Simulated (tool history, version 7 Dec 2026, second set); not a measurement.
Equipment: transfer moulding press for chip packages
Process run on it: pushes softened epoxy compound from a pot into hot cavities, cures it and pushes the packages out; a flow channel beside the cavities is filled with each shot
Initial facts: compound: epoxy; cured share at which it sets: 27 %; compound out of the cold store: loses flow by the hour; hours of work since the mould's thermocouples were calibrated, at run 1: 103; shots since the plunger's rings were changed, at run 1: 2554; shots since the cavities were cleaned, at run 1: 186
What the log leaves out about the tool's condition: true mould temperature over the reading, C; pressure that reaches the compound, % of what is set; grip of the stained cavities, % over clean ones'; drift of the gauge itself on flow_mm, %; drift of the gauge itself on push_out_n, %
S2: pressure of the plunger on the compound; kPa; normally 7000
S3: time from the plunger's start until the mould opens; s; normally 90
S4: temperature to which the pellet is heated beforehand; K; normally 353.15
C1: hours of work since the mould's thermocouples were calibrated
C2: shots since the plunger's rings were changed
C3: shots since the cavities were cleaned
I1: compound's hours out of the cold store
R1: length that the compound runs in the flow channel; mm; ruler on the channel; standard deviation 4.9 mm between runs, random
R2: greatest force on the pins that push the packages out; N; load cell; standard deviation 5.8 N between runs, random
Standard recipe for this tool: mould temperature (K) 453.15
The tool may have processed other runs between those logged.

Run 1, day 0.000: usual settings; C1 103; C2 2554; C3 186; I1 31.5. Result: R1 554 mm, R2 257 N.
Run 2, day 0.525: usual settings; C1 113; C2 2767; C3 399; I1 41.8. Result: R1 523 mm, R2 290 N.
Run 3, day 1.150: usual settings; C1 125; C2 3020; C3 652; I1 46.4. Result: R1 514 mm, R2 325 N.
Run 4, day 1.617: usual settings; C1 134; C2 3210; C3 842; I1 27.5. Result: R1 554 mm, R2 364 N.
At day 2.029: cavities cleaned with cleaning compound and waxed.
Run 5, day 2.242: usual settings; C1 144; C2 3436; C3 86; I1 43.0. Result: R1 522 mm, R2 246 N.
Run 6, day 2.592: usual settings; C1 151; C2 3579; C3 229; I1 38.0. Result: R1 531 mm, R2 270 N.
Run 7, day 3.021: usual settings but S2 5230 kPa; C1 159; C2 3752; C3 402; I1 21.6. Result: R1 488 mm, R2 304 N.
Run 8, day 3.558: usual settings but mould temperature (K) 446.15, S2 5230 kPa; C1 169; C2 3971; C3 621; I1 38.9. Result: R1 460 mm, R2 501 N.
Run 9, day 3.883: usual settings but mould temperature (K) 446.15, S2 5230 kPa; C1 175; C2 4102; C3 752; I1 15.9. Result: R1 511 mm, R2 554 N.
Run 10, day 4.412: usual settings but mould temperature (K) 446.15, S2 5230 kPa; C1 186; C2 4316; C3 966; I1 47.2. Result: R1 444 mm, R2 499 N.
At day 4.508: cavities cleaned with cleaning compound and waxed.
Run 11, day 5.088: usual settings but mould temperature (K) 447.15; C1 197; C2 4565; C3 235; I1 37.7. Result: R1 534 mm, R2 387 N.
Run 12, day 5.429: usual settings but mould temperature (K) 447.15, S4 352.15 K; C1 204; C2 4703; C3 373; I1 16.9. Result: R1 580 mm, R2 436 N.
Run 13, day 5.779: usual settings but mould temperature (K) 447.15, S4 352.15 K; C1 210; C2 4845; C3 515; I1 23.3. Result: R1 569 mm, R2 458 N.
Run 14, day 6.438: usual settings but mould temperature (K) 450.15, S4 345.15 K; C1 223; C2 5112; C3 782; I1 43.8. Result: R1 502 mm, R2 398 N.
At day 6.992: cavities cleaned with cleaning compound and waxed.
Run 15, day 7.033: usual settings but mould temperature (K) 450.15, S4 345.15 K; C1 233; C2 5327; C3 15; I1 41.5. Result: R1 511 mm, R2 256 N.
Run 16, day 7.400: usual settings but S2 8280 kPa, S3 105 s, S4 343.15 K; C1 240; C2 5476; C3 164; I1 34.1. Result: R1 564 mm, R2 237 N.
Run 17, day 7.817: usual settings but S2 5980 kPa, S4 362.15 K; C1 248; C2 5646; C3 334; I1 25.6. Result: R1 491 mm, R2 291 N.
Run 18, day 8.412: usual settings but S3 126 s; C1 259; C2 5887; C3 575; I1 24.9. Result: R1 538 mm, R2 273 N.
Run 19, day 8.858: usual settings but mould temperature (K) 454.15, S3 73 s; C1 268; C2 6068; C3 756; I1 45.1. Result: R1 485 mm, R2 454 N.
At day 9.329: plunger's sealing rings changed.
Run 20, day 9.329: usual settings but mould temperature (K) 447.15, S2 8490 kPa, S3 96 s, S4 344.15 K; C1 275; C2 0; C3 904; I1 37.4. Result: R1 631 mm, R2 431 N.
At day 9.600: cavities cleaned with cleaning compound and waxed.
Run 21, day 9.758: usual settings but mould temperature (K) 447.15, S2 8490 kPa, S3 108 s, S4 355.15 K; C1 282; C2 149; C3 65; I1 36.2. Result: R1 627 mm, R2 226 N.
Run 22, day 10.417: usual settings but mould temperature (K) 447.15, S2 5670 kPa, S3 108 s, S4 355.15 K; C1 294; C2 416; C3 332; I1 36.8. Result: R1 515 mm, R2 294 N.
Run 23, day 10.792: usual settings but mould temperature (K) 447.15, S2 5650 kPa, S3 108 s, S4 355.15 K; C1 301; C2 567; C3 483; I1 18.6. Result: R1 562 mm, R2 315 N.

Here are 3 independent what-if runs from the current tool condition. What would each one return?
At day 11.350: mould's thermocouples calibrated.
Run A, day 11.350: usual settings but S3 101 s; C1 0; C2 760; C3 676; I1 44.0. Result: R1 ?, R2 ?.
At day 11.350: mould's thermocouples calibrated.
Run B, day 11.350: usual settings but mould temperature (K) 447.15, S2 6270 kPa, S3 71 s; C1 0; C2 760; C3 676; I1 19.7. Result: R1 ?, R2 ?.
At day 11.350: mould's thermocouples calibrated.
Run C, day 11.350: usual settings but S2 8440 kPa, S3 98 s; C1 0; C2 760; C3 676; I1 10.3. Result: R1 ?, R2 ?.

run   R1   R2
  A  540  296
  B  604  857
  C  690  308
With no hidden state in the tool, these same runs would have given:
run   R1   R2
  A  548  185
  B  613  544
  C  701  195
